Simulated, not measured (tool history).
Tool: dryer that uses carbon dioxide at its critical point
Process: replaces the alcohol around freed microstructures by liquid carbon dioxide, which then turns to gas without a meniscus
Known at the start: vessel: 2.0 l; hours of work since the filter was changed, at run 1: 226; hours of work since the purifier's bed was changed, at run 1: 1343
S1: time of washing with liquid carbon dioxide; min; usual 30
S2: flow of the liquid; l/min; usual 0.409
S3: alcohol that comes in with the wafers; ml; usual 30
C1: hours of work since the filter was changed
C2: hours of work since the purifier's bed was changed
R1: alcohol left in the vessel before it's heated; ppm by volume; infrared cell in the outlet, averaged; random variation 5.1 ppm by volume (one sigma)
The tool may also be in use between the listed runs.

run 1 hour=0.0 | S1=30 S2=0.409 S3=30 | C1=226 C2=1343 | R1=263
run 2 hour=30.3 | S1=30 S2=0.502 S3=30 | C1=245 C2=1362 | R1=161
-- hour=38.8 inlet filter changed
run 3 hour=80.3 | S1=30 S2=0.432 S3=30 | C1=26 C2=1392 | R1=163
run 4 hour=128.1 | S1=30 S2=0.432 S3=30 | C1=55 C2=1422 | R1=176
run 5 hour=183.6 | S1=30 S2=0.366 S3=30 | C1=89 C2=1456 | R1=265
run 6 hour=210.0 | S1=30 S2=0.366 S3=30 | C1=106 C2=1473 | R1=292
-- hour=244.5 purifier's bed changed
run 7 hour=262.0 | S1=32 S2=0.366 S3=30 | C1=136 C2=11 | R1=133
run 8 hour=298.2 | S1=32 S2=0.366 S3=30 | C1=158 C2=33 | R1=152
run 9 hour=339.7 | S1=30 S2=0.409 S3=30 | C1=184 C2=59 | R1=131
run 10 hour=388.4 | S1=30 S2=0.409 S3=30 | C1=214 C2=89 | R1=149
run 11 hour=415.2 | S1=30 S2=0.409 S3=30 | C1=231 C2=105 | R1=162
-- hour=445.5 inlet filter changed
run 12 hour=469.0 | S1=30 S2=0.409 S3=30 | C1=15 C2=138 | R1=77
run 13 hour=496.2 | S1=37 S2=0.409 S3=30 | C1=31 C2=155 | R1=33
run 14 hour=524.6 | S1=25 S2=0.409 S3=30 | C1=49 C2=172 | R1=193
run 15 hour=584.7 | S1=29 S2=0.409 S3=30 | C1=86 C2=210 | R1=115
run 16 hour=634.8 | S1=30 S2=0.409 S3=48 | C1=117 C2=240 | R1=170
run 17 hour=680.6 | S1=30 S2=0.409 S3=48 | C1=145 C2=269 | R1=192
run 18 hour=715.3 | S1=30 S2=0.409 S3=30 | C1=167 C2=290 | R1=138
run 19 hour=742.2 | S1=30 S2=0.409 S3=30 | C1=183 C2=307 | R1=142
run 20 hour=799.9 | S1=30 S2=0.409 S3=30 | C1=219 C2=342 | R1=167
-- hour=848.9 inlet filter changed
run 21 hour=848.9 | S1=30 S2=0.409 S3=38 | C1=0 C2=372 | R1=102
run 22 hour=898.9 | S1=30 S2=0.409 S3=38 | C1=31 C2=403 | R1=125
run 23 hour=938.5 | S1=22 S2=0.338 S3=76 | C1=55 C2=427 | R1=1594
run 24 hour=988.8 | S1=21 S2=0.587 S3=65 | C1=86 C2=458 | R1=222
run 25 hour=1015.2 | S1=35 S2=0.409 S3=103 | C1=103 C2=475 | R1=183
run 26 hour=1069.9 | S1=35 S2=0.409 S3=103 | C1=137 C2=509 | R1=201
run 27 hour=1127.4 | S1=19 S2=0.431 S3=42 | C1=172 C2=544 | R1=863
run 28 hour=1177.0 | S1=19 S2=0.431 S3=42 | C1=203 C2=575 | R1=926
run 29 hour=1221.1 | S1=18 S2=0.431 S3=42 | C1=230 C2=602 | R1=1137
-- hour=1254.1 inlet filter changed
run 30 hour=1254.3 | S1=18 S2=0.431 S3=42 | C1=0 C2=622 | R1=702
run 31 hour=1302.6 | S1=18 S2=0.431 S3=42 | C1=30 C2=652 | R1=764
run 32 hour=1346.7 | S1=19 S2=0.596 S3=21 | C1=57 C2=679 | R1=137
run 33 hour=1376.9 | S1=29 S2=0.409 S3=35 | C1=76 C2=698 | R1=172
run 34 hour=1435.8 | S1=27 S2=0.252 S3=46 | C1=112 C2=734 | R1=1456
run 35 hour=1488.5 | S1=27 S2=0.641 S3=95 | C1=145 C2=767 | R1=115
run 36 hour=1544.0 | S1=27 S2=0.641 S3=95 | C1=179 C2=801 | R1=122
run 37 hour=1595.3 | S1=30 S2=0.409 S3=103 | C1=211 C2=833 | R1=510
run 38 hour=1645.7 | S1=30 S2=0.409 S3=103 | C1=242 C2=864 | R1=586
-- hour=1662.4 inlet filter changed
run 39 hour=1688.4 | S1=30 S2=0.409 S3=103 | C1=16 C2=889 | R1=299
run 40 hour=1719.8 | S1=30 S2=0.409 S3=103 | C1=35 C2=909 | R1=323
run 41 hour=1759.6 | S1=48 S2=0.532 S3=103 | C1=60 C2=933 | R1=74
run 42 hour=1784.4 | S1=48 S2=0.532 S3=103 | C1=75 C2=949 | R1=88
run 43 hour=1809.4 | S1=26 S2=0.409 S3=30 | C1=91 C2=964 | R1=253

Hidden state or all else? Some run-to-run changes of R1, split into what the settings, what came in and random variation would give without the hidden state, and what is left for the hidden state (with any gauge scatter that isn't in both results):
The hidden state here: flow that reaches the vessel past the clogged filter, %; alcohol in the recycled carbon dioxide, ppm; drift of the gauge itself on alcohol_ppm, %.
Run 22 -> 23: S1 30 -> 22, S2 0.409 -> 0.338, S3 38 -> 76. R1 +1469 ppm by volume: hidden state +193, all else +1276.
Run 23 -> 24: S1 22 -> 21, S2 0.338 -> 0.587, S3 76 -> 65. R1 -1372 ppm by volume: hidden state -144, all else -1228.
Run 29 -> 30: inlet filter changed. R1 -435 ppm by volume: hidden state -460, all else +25.
Run 33 -> 34: S1 29 -> 27, S2 0.409 -> 0.252, S3 35 -> 46. R1 +1284 ppm by volume: hidden state +284, all else +1000.
Run 34 -> 35: S2 0.252 -> 0.641, S3 46 -> 95. R1 -1341 ppm by volume: hidden state -284, all else -1057.
